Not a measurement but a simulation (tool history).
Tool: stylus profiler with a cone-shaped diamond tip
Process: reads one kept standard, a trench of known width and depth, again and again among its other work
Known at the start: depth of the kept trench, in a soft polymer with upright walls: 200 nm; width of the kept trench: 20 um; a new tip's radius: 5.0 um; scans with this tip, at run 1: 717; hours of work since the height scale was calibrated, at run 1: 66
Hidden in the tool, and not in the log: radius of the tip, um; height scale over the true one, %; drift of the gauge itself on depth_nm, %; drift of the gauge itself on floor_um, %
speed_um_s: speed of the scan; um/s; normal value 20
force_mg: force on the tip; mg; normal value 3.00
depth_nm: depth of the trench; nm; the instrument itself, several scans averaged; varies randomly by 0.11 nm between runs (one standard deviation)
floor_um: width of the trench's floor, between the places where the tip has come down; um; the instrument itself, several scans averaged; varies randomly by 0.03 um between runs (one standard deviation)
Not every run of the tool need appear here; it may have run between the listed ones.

| run | hour | speed_um_s | force_mg | scans with this tip | hours of work since the height scale was calibrated | depth_nm | floor_um |
|---|---|---|---|---|---|---|---|
| 1 | 0.0 | 20 | 3.00 | 717 | 66 | 201.47 | 17.04 |
| 2 | 35.0 | 20 | 2.91 | 1000 | 92 | 201.39 | 16.95 |
| 3 | 65.2 | 20 | 3.00 | 1244 | 114 | 201.49 | 16.94 |
| 4 | 98.2 | 20 | 3.87 | 1510 | 138 | 201.75 | 16.88 |
| 5 | 131.7 | 20 | 3.87 | 1782 | 163 | 201.53 | 16.91 |
| 6 | 149.7 | 20 | 3.87 | 1927 | 176 | 201.81 | 16.82 |
| 7 | 171.1 | 20 | 7.59 | 2100 | 192 | 202.84 | 16.89 |
| 8 | 207.5 | 20 | 7.59 | 2394 | 219 | 202.83 | 16.76 |
| 9 | 243.9 | 41 | 3.00 | 2689 | 246 | 201.50 | 16.67 |
| 10 | 259.6 | 41 | 3.00 | 2815 | 258 | 201.44 | 16.71 |
| 11 | 282.0 | 41 | 3.00 | 2997 | 274 | 201.51 | 16.65 |
| 12 | 308.6 | 20 | 3.00 | 3212 | 294 | 201.61 | 16.70 |
| 13 | 324.0 | 20 | 3.00 | 3336 | 305 | 201.53 | 16.63 |
| 14 | 356.3 | 20 | 3.00 | 3597 | 329 | 201.48 | 16.67 |
| 15 | 389.2 | 20 | 3.00 | 3863 | 354 | 201.52 | 16.60 |
| 16 | 423.4 | 20 | 8.56 | 4140 | 379 | 203.01 | 16.65 |
| 17 | 458.1 | 20 | 8.56 | 4420 | 404 | 203.09 | 16.57 |
| 18 | 476.7 | 20 | 8.56 | 4571 | 418 | 203.16 | 16.50 |
| 19 | 493.2 | 79 | 3.00 | 4704 | 430 | 201.59 | 16.38 |
| 20 | 516.4 | 79 | 3.00 | 4892 | 448 | 201.62 | 16.32 |
| 21 | 536.4 | 79 | 5.76 | 5053 | 462 | 202.31 | 16.40 |
| 22 | 554.5 | 79 | 5.76 | 5199 | 476 | 202.24 | 16.39 |
| 23 | 580.2 | 79 | 5.76 | 5408 | 495 | 202.48 | 16.34 |
| 24 | 612.6 | 79 | 5.76 | 5670 | 519 | 202.51 | 16.33 |
| 25 | 633.1 | 20 | 1.31 | 5835 | 534 | 200.97 | 16.37 |
| 26 | 660.4 | 9 | 1.12 | 6055 | 554 | 200.82 | 16.36 |
| 27 | 678.5 | 19 | 7.37 | 6202 | 568 | 202.94 | 16.38 |
| 28 | 705.2 | 19 | 7.37 | 6418 | 587 | 202.95 | 16.34 |
| 29 | 724.6 | 19 | 7.37 | 6575 | 602 | 202.70 | 16.31 |
| 30 | 744.1 | 44 | 1.75 | 6732 | 616 | 201.19 | 16.16 |
|  | 747.6 | height scale calibrated on a step standard |
| 31 | 775.7 | 44 | 1.75 | 6984 | 21 | 201.54 | 16.16 |
| 32 | 812.3 | 28 | 3.00 | 7279 | 48 | 201.86 | 16.20 |
| 33 | 829.2 | 5 | 2.07 | 7416 | 60 | 201.78 | 16.24 |
| 34 | 855.5 | 12 | 2.84 | 7629 | 80 | 201.90 | 16.25 |
| 35 | 884.1 | 53 | 8.07 | 7860 | 101 | 203.39 | 16.08 |
|  | 904.5 | height scale calibrated on a step standard, once more |
| 36 | 908.9 | 53 | 8.07 | 8057 | 3 | 202.73 | 16.11 |
| 37 | 940.9 | 20 | 1.93 | 8315 | 27 | 201.21 | 16.10 |
| 38 | 972.2 | 20 | 1.93 | 8569 | 50 | 200.90 | 16.08 |
| 39 | 1000.5 | 37 | 1.24 | 8797 | 71 | 200.98 | 15.99 |
| 40 | 1018.9 | 20 | 3.45 | 8946 | 85 | 201.46 | 16.08 |

Expected results for the next run?
| 41 | 1045.3 | 19 | 8.78 | 9159 | 104 | ? | ? |

{"run 41": {"depth_nm": 202.91, "floor_um": 16.04}}
Had the tool carried no hidden state, the very same run would have given depth_nm 202.91 nm, floor_um 17.18 um.
